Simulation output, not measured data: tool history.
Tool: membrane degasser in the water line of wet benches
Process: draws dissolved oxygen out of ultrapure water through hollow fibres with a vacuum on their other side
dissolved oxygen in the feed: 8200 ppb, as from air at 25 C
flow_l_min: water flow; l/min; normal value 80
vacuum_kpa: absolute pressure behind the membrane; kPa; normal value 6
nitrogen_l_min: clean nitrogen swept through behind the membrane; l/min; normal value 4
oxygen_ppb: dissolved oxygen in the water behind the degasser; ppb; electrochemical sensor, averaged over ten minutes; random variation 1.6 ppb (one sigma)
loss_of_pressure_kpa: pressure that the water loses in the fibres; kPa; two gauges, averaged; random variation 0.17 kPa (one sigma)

Run 1, hour 0: usual settings. Result: oxygen_ppb 173.6 ppb, loss_of_pressure_kpa 30.36 kPa.
Run 2, hour 113.5: usual settings but vacuum_kpa 10.38 kPa. Result: oxygen_ppb 360.5 ppb, loss_of_pressure_kpa 30.55 kPa.
Run 3, hour 179.2: usual settings. Result: oxygen_ppb 175.6 ppb, loss_of_pressure_kpa 30.92 kPa.
Run 4, hour 249.9: usual settings. Result: oxygen_ppb 175.3 ppb, loss_of_pressure_kpa 30.41 kPa.
Run 5, hour 322.3: usual settings. Result: oxygen_ppb 178.4 ppb, loss_of_pressure_kpa 30.9 kPa.
Run 6, hour 379.6: usual settings. Result: oxygen_ppb 176.7 ppb, loss_of_pressure_kpa 30.88 kPa.
Run 7, hour 447.3: usual settings but nitrogen_l_min 1.67 l/min. Result: oxygen_ppb 303.6 ppb, loss_of_pressure_kpa 30.55 kPa.
Run 8, hour 522.4: usual settings but nitrogen_l_min 1.67 l/min. Result: oxygen_ppb 312.1 ppb, loss_of_pressure_kpa 31.13 kPa.
Run 9, hour 628.4: usual settings but flow_l_min 64 l/min. Result: oxygen_ppb 140.9 ppb, loss_of_pressure_kpa 24.7 kPa.
Run 10, hour 680.7: usual settings but flow_l_min 64 l/min. Result: oxygen_ppb 142.2 ppb, loss_of_pressure_kpa 24.64 kPa.
Run 11, hour 762.5: usual settings but flow_l_min 64 l/min. Result: oxygen_ppb 143.2 ppb, loss_of_pressure_kpa 24.9 kPa.
Run 12, hour 874.2: usual settings. Result: oxygen_ppb 182.9 ppb, loss_of_pressure_kpa 31.02 kPa.
Run 13, hour 969.9: usual settings but nitrogen_l_min 2.93 l/min. Result: oxygen_ppb 221.9 ppb, loss_of_pressure_kpa 30.72 kPa.
Run 14, hour 1066.3: usual settings but flow_l_min 90 l/min. Result: oxygen_ppb 204.8 ppb, loss_of_pressure_kpa 35.02 kPa.
Run 15, hour 1150.3: usual settings but flow_l_min 90 l/min. Result: oxygen_ppb 213.4 ppb, loss_of_pressure_kpa 34.88 kPa.
Run 16, hour 1243.1: usual settings but flow_l_min 90 l/min. Result: oxygen_ppb 208.3 ppb, loss_of_pressure_kpa 34.85 kPa.
Run 17, hour 1339.9: usual settings but flow_l_min 90 l/min. Result: oxygen_ppb 210.2 ppb, loss_of_pressure_kpa 35.02 kPa.
Run 18, hour 1403.6: usual settings but flow_l_min 90 l/min, vacuum_kpa 5.88 kPa, nitrogen_l_min 6.86 l/min. Result: oxygen_ppb 153.4 ppb, loss_of_pressure_kpa 35.17 kPa.
Run 19, hour 1464.3: usual settings but flow_l_min 60 l/min, vacuum_kpa 8.8 kPa, nitrogen_l_min 4.29 l/min. Result: oxygen_ppb 218.1 ppb, loss_of_pressure_kpa 23.63 kPa.
Run 20, hour 1565.2: usual settings but flow_l_min 60 l/min, vacuum_kpa 8.8 kPa, nitrogen_l_min 4.29 l/min. Result: oxygen_ppb 218.4 ppb, loss_of_pressure_kpa 23.46 kPa.
Run 21, hour 1618.5: usual settings but flow_l_min 110 l/min, vacuum_kpa 5.27 kPa, nitrogen_l_min 3.82 l/min. Result: oxygen_ppb 229.4 ppb, loss_of_pressure_kpa 42.99 kPa.
Run 22, hour 1720.5: usual settings but flow_l_min 110 l/min, vacuum_kpa 5.27 kPa, nitrogen_l_min 3.82 l/min. Result: oxygen_ppb 227.4 ppb, loss_of_pressure_kpa 43.54 kPa.
Run 23, hour 1777.1: usual settings but flow_l_min 110 l/min, vacuum_kpa 5.27 kPa, nitrogen_l_min 3.82 l/min. Result: oxygen_ppb 230.1 ppb, loss_of_pressure_kpa 43.22 kPa.
Run 24, hour 1845.3: usual settings but flow_l_min 110 l/min, vacuum_kpa 10.82 kPa, nitrogen_l_min 3.82 l/min. Result: oxygen_ppb 538.6 ppb, loss_of_pressure_kpa 43.23 kPa.
Run 25, hour 1929.1: usual settings but flow_l_min 70 l/min, vacuum_kpa 10.82 kPa, nitrogen_l_min 11.53 l/min. Result: oxygen_ppb 161.8 ppb, loss_of_pressure_kpa 27.65 kPa.
Run 26, hour 2037.1: usual settings but flow_l_min 70 l/min, vacuum_kpa 10.82 kPa, nitrogen_l_min 11.53 l/min. Result: oxygen_ppb 161 ppb, loss_of_pressure_kpa 27.76 kPa.
Run 27, hour 2101: usual settings but flow_l_min 70 l/min, vacuum_kpa 10.82 kPa, nitrogen_l_min 11.53 l/min. Result: oxygen_ppb 163.1 ppb, loss_of_pressure_kpa 27.84 kPa.
Run 28, hour 2197.1: usual settings but flow_l_min 110 l/min, vacuum_kpa 4.27 kPa, nitrogen_l_min 11.53 l/min. Result: oxygen_ppb 129.8 ppb, loss_of_pressure_kpa 43.78 kPa.
Run 29, hour 2251.9: usual settings but flow_l_min 90 l/min, vacuum_kpa 14.47 kPa, nitrogen_l_min 6.6 l/min. Result: oxygen_ppb 418.7 ppb, loss_of_pressure_kpa 35.62 kPa.
Run 30, hour 2341.2: usual settings but flow_l_min 54 l/min. Result: oxygen_ppb 127.3 ppb, loss_of_pressure_kpa 21.67 kPa.
Run 31, hour 2448: usual settings but flow_l_min 54 l/min. Result: oxygen_ppb 125.4 ppb, loss_of_pressure_kpa 21.57 kPa.
Run 32, hour 2559.7: usual settings but vacuum_kpa 3.82 kPa, nitrogen_l_min 11.13 l/min. Result: oxygen_ppb 80.7 ppb, loss_of_pressure_kpa 32.03 kPa.
Run 33, hour 2679.7: usual settings but nitrogen_l_min 1.67 l/min. Result: oxygen_ppb 335.9 ppb, loss_of_pressure_kpa 32.24 kPa.

Missing from the log above: 1 entry noted between runs. For each, name the pair of listed runs it sits between and say how the tool's hidden condition differs from the listed run just before to the listed run just after:
After run 15, before run 16: seals of the vacuum lines changed (hour 1205.7)
  membrane still open, %: 91.4 -> 91.2; true pressure behind the membrane over the reading, kPa: 0.15 -> 0.16; air that leaks in behind the membrane, l/min: 0.0214 -> 0.0017
  measured minus no-state result, oxygen_ppb: +32 -> +31.7 ppb; loss_of_pressure_kpa: +3.02 -> +3.07 kPa
